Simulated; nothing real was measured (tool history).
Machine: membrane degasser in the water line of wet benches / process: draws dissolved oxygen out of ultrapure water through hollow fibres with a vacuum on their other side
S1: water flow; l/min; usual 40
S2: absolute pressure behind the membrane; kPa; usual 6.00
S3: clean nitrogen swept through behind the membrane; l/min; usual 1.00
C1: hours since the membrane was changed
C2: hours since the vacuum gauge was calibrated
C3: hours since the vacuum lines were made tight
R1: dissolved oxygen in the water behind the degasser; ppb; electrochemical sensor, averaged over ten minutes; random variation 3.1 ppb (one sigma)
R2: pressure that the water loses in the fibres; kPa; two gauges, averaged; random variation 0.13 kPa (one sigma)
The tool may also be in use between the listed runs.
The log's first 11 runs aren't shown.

run	hour	S1	S2	S3	C1	C2	C3	R1	R2
12	2306.8	40	6.00	0.81	5654	644	1741	515.4	49.44
13	2518.0	40	10.34	1.00	5866	855	1952	782.1	49.31
14	2726.0	40	6.00	1.00	6074	1063	2160	476.5	49.24
15	2937.9	40	6.00	0.62	6285	1275	2372	564.1	49.62
16	3118.0	40	6.00	0.62	6466	1455	2552	560.5	49.48
17	3314.9	40	7.36	1.25	6662	1652	2749	527.2	49.31
18	3481.6	52	14.67	2.27	6829	1819	2915	868.6	64.11
19	3717.3	38	12.15	1.00	7065	2054	3151	864.2	46.72
20	3911.1	43	6.27	2.81	7259	2248	3345	395.0	52.91
21	4155.8	43	6.27	2.81	7503	2493	3590	391.4	52.97
22	4276.2	31	4.59	2.54	7624	2613	3710	233.2	38.09
23	4470.5	40	7.93	1.31	7818	2807	3904	544.9	48.88
24	4686.9	40	7.93	2.53	8034	3024	4121	424.6	49.21
25	4926.7	25	7.93	2.53	8274	3264	4360	251.0	30.49
# hour 4956.1: gauge calibrated
# hour 5171.4: seals of the vacuum lines changed
26	5171.4	25	5.40	2.53	8517	3506	0	193.6	31.25
27	5359.2	25	3.72	2.33	8705	3694	188	157.0	31.30
# hour 5380.6: vacuum gauge calibrated
28	5514.5	25	3.72	0.50	8860	134	343	191.9	31.14
29	5630.0	25	5.31	1.66	8975	249	458	217.5	31.26
30	5828.7	62	11.65	2.21	9174	448	657	868.8	77.15
31	5973.6	34	5.13	0.54	9319	593	802	423.3	42.58
32	6231.2	34	5.13	0.54	9576	851	1059	424.1	42.32

What if the next run were any one of these 4? Each begins from the tool's condition after run 32:
A	6341.9	40	7.45	0.78	9687	961	1170	?	?
B	6341.9	40	6.00	0.46	9687	961	1170	?	?
C	6341.9	34	5.13	0.91	9687	961	1170	?	?
D	6341.9	26	14.17	0.54	9687	961	1170	?	?

run	R1	R2
A	643.4	49.81
B	638.4	49.95
C	355.8	42.30
D	1054.3	32.43
Without the tool's hidden state the same runs would have given:
run	R1	R2
A	642.5	50.08
B	637.4	50.22
C	354.9	42.53
D	1053.7	32.60

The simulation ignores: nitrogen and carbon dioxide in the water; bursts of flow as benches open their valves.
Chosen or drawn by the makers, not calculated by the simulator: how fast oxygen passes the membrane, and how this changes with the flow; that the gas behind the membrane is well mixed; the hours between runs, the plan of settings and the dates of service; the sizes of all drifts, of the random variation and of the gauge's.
